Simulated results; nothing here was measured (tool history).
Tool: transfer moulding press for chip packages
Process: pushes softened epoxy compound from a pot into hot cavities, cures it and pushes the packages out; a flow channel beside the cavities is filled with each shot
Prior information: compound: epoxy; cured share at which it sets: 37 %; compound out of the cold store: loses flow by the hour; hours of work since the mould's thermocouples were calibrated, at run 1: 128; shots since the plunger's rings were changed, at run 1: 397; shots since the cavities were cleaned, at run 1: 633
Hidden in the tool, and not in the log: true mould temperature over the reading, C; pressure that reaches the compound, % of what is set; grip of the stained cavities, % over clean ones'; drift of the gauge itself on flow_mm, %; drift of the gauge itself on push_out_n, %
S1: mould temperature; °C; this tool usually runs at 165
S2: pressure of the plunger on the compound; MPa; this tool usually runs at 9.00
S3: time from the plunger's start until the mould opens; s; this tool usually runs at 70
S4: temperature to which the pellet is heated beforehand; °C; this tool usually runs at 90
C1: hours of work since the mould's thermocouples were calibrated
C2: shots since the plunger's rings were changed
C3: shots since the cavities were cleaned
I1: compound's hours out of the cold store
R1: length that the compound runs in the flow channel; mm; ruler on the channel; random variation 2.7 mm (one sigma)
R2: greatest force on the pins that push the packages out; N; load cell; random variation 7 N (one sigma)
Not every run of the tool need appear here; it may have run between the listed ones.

Run 1, hour 0.0: usual settings; C1 128; C2 397; C3 633; I1 31.8. Result: R1 543 mm, R2 401 N.
At hour 25.9: cavities cleaned with cleaning compound and waxed.
Run 2, hour 41.4: usual settings but S3 74 s; C1 154; C2 1001; C3 235; I1 22.6. Result: R1 559 mm, R2 318 N.
Run 3, hour 86.5: usual settings but S3 74 s; C1 183; C2 1683; C3 917; I1 47.4. Result: R1 503 mm, R2 376 N.
At hour 92.1: cavities cleaned with cleaning compound and waxed.
Run 4, hour 117.5: usual settings but S3 74 s; C1 202; C2 2129; C3 384; I1 13.0. Result: R1 569 mm, R2 340 N.
Run 5, hour 146.4: usual settings but S3 74 s; C1 221; C2 2567; C3 822; I1 37.8. Result: R1 514 mm, R2 358 N.
At hour 157.5: cavities cleaned with cleaning compound and waxed.
Run 6, hour 185.5: usual settings but S3 108 s; C1 245; C2 3135; C3 423; I1 8.9. Result: R1 569 mm, R2 271 N.
At hour 225.5: cavities cleaned with cleaning compound and waxed.
Run 7, hour 240.8: usual settings but S3 108 s; C1 280; C2 3950; C3 232; I1 47.4. Result: R1 488 mm, R2 245 N.
At hour 290.2: cavities cleaned with cleaning compound and waxed.
Run 8, hour 293.2: usual settings but S2 7.03 MPa; C1 313; C2 4720; C3 45; I1 26.9. Result: R1 462 mm, R2 309 N.
Run 9, hour 334.3: usual settings but S2 7.03 MPa; C1 339; C2 5342; C3 667; I1 29.4. Result: R1 449 mm, R2 407 N.
At hour 343.0: plunger's sealing rings changed.
At hour 359.9: cavities cleaned with cleaning compound and waxed.
Run 10, hour 389.1: usual settings but S2 7.03 MPa, S3 103 s; C1 372; C2 675; C3 443; I1 38.3. Result: R1 468 mm, R2 271 N.
Run 11, hour 418.9: usual settings but S2 7.03 MPa, S3 103 s; C1 391; C2 1126; C3 894; I1 19.5. Result: R1 501 mm, R2 298 N.
At hour 425.3: cavities cleaned with cleaning compound and waxed.
Run 12, hour 453.6: usual settings but S4 82 °C; C1 413; C2 1628; C3 429; I1 44.2. Result: R1 512 mm, R2 379 N.
At hour 490.7: cavities cleaned with cleaning compound and waxed.
Run 13, hour 501.9: usual settings but S3 93 s, S4 83 °C; C1 443; C2 2336; C3 169; I1 47.6. Result: R1 503 mm, R2 241 N.
Run 14, hour 529.5: usual settings but S3 93 s, S4 83 °C; C1 461; C2 2753; C3 586; I1 38.2. Result: R1 518 mm, R2 301 N.
At hour 558.1: cavities cleaned with cleaning compound and waxed.
Run 15, hour 572.5: usual settings but S2 8.08 MPa, S3 105 s, S4 82 °C; C1 488; C2 3381; C3 217; I1 21.6. Result: R1 520 mm, R2 242 N.
Run 16, hour 611.5: usual settings but S2 8.08 MPa, S3 54 s, S4 87 °C; C1 513; C2 3972; C3 808; I1 25.7. Result: R1 500 mm, R2 819 N.
At hour 625.1: cavities cleaned with cleaning compound and waxed.
Run 17, hour 635.9: usual settings but S2 7.34 MPa; C1 528; C2 4319; C3 164; I1 19.6. Result: R1 487 mm, R2 343 N.
Run 18, hour 660.0: usual settings but S1 161 °C, S2 7.34 MPa; C1 543; C2 4683; C3 528; I1 14.5. Result: R1 500 mm, R2 525 N.
At hour 692.5: cavities cleaned with cleaning compound and waxed.
Run 19, hour 700.0: usual settings but S1 161 °C, S2 7.34 MPa; C1 568; C2 5265; C3 113; I1 9.0. Result: R1 509 mm, R2 465 N.

Forecast each of these 3 alternatives for the next run:
At hour 715.6: plunger's sealing rings changed.
Run A, hour 743.7: usual settings but S1 161 °C, S2 9.01 MPa; C1 595; C2 425; C3 736; I1 26.8. Result: R1 ?, R2 ?.
At hour 715.6: plunger's sealing rings changed.
Run B, hour 743.7: usual settings but S1 167 °C, S2 8.77 MPa, S3 55 s; C1 595; C2 425; C3 736; I1 14.1. Result: R1 ?, R2 ?.
At hour 715.6: plunger's sealing rings changed.
Run C, hour 743.7: usual settings but S1 161 °C, S3 94 s, S4 81 °C; C1 595; C2 425; C3 736; I1 30.4. Result: R1 ?, R2 ?.

run   R1   R2
  A  565  541
  B  571  715
  C  558  323
Without the tool's unlogged condition, the same runs would have read:
run   R1   R2
  A  569  362
  B  576  476
  C  563  219
